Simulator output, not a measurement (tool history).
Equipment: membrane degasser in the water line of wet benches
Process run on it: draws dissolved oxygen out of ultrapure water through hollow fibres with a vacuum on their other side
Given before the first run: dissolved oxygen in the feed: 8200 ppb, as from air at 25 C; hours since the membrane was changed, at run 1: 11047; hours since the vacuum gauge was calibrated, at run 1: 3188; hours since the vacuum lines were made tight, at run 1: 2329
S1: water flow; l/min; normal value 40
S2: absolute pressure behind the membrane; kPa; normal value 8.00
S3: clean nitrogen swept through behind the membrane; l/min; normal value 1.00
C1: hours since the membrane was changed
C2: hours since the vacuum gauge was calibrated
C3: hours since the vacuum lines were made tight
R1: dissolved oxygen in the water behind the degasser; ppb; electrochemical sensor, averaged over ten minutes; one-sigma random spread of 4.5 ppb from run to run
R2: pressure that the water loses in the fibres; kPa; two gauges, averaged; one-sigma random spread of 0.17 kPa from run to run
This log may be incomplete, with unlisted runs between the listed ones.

run,day,S1,S2,S3,C1,C2,C3,R1,R2
1,0.000,40,8.00,1.00,11047,3188,2329,478.6,30.21
2,13.538,40,8.00,1.00,11372,3512,2654,482.3,29.93
3,20.729,40,8.00,0.53,11545,3685,2827,702.3,29.94
4,33.342,40,8.00,0.53,11847,3988,3129,703.8,30.12
5,46.558,40,8.00,2.32,12164,4305,3446,290.3,29.97
6,54.221,40,8.00,2.32,12348,4489,3630,300.5,30.11
# day 68.775: vacuum gauge calibrated
7,69.333,40,8.00,2.32,12711,13,3993,309.9,30.22
8,83.671,40,8.00,2.32,13055,357,4337,307.4,30.18
9,92.721,30,8.00,1.00,13272,575,4554,364.7,22.79
# day 99.117: vacuum gauge calibrated, once more
# day 105.588: seals of the vacuum lines changed
10,105.588,30,8.00,1.00,13578,153,0,341.5,22.74
11,114.842,30,8.00,1.00,13800,375,222,341.9,22.77
12,125.258,40,8.00,1.00,14050,625,472,477.8,30.13
13,134.867,40,7.53,1.00,14281,856,703,446.5,30.35
14,147.038,40,8.00,1.00,14573,1148,995,492.5,30.68
15,153.329,40,9.55,1.00,14724,1299,1146,587.9,30.32
16,164.579,40,9.55,1.00,14994,1569,1416,588.6,30.61
17,171.354,40,9.55,1.00,15157,1732,1578,595.5,30.71
18,183.704,38,9.55,2.93,15453,2028,1875,288.7,29.18
19,196.167,34,8.00,2.77,15752,2327,2174,213.1,25.67
20,205.408,34,8.00,2.77,15974,2549,2396,214.0,25.90
# day 210.321: membrane cartridge changed
21,213.433,34,8.00,2.77,75,2738,2584,190.5,24.47
22,225.979,36,8.00,0.41,376,3039,2885,729.9,25.79
23,235.125,36,8.00,0.41,595,3258,3105,718.2,25.90
24,248.908,36,12.08,1.12,926,3589,3436,634.4,25.87
25,256.358,36,12.08,1.12,1105,3768,3614,636.4,25.91
26,267.700,36,12.08,1.12,1377,4040,3887,642.3,25.65
27,275.317,36,6.50,1.12,1560,4223,4070,303.6,25.89
28,283.233,36,6.50,0.68,1750,4413,4259,410.7,25.69
29,296.758,39,5.06,1.00,2074,4737,4584,246.5,28.19
# day 300.225: vacuum gauge calibrated
# day 308.412: seals of the vacuum lines changed
30,309.792,55,16.64,1.00,2385,228,33,1385.6,39.68
31,324.504,32,6.20,0.78,2738,581,386,291.3,23.25
32,332.333,35,5.14,1.00,2926,769,574,199.5,25.30
33,338.650,42,8.00,1.00,3077,920,726,477.3,30.65

Predict each of these 3 candidate next runs independently; none follows another, all start after run 33:
A,350.183,58,13.68,1.00,3354,1197,1002,?,?
B,350.183,42,13.85,1.00,3354,1197,1002,?,?
C,350.183,24,19.45,0.95,3354,1197,1002,?,?

run,R1,R2
A,1216.8,42.04
B,912.9,30.84
C,835.0,17.33
The same runs, with their run-to-run variation unchanged, on a tool lacking any hidden condition would have given:
run,R1,R2
A,1201.2,41.45
B,901.8,30.41
C,828.1,17.08
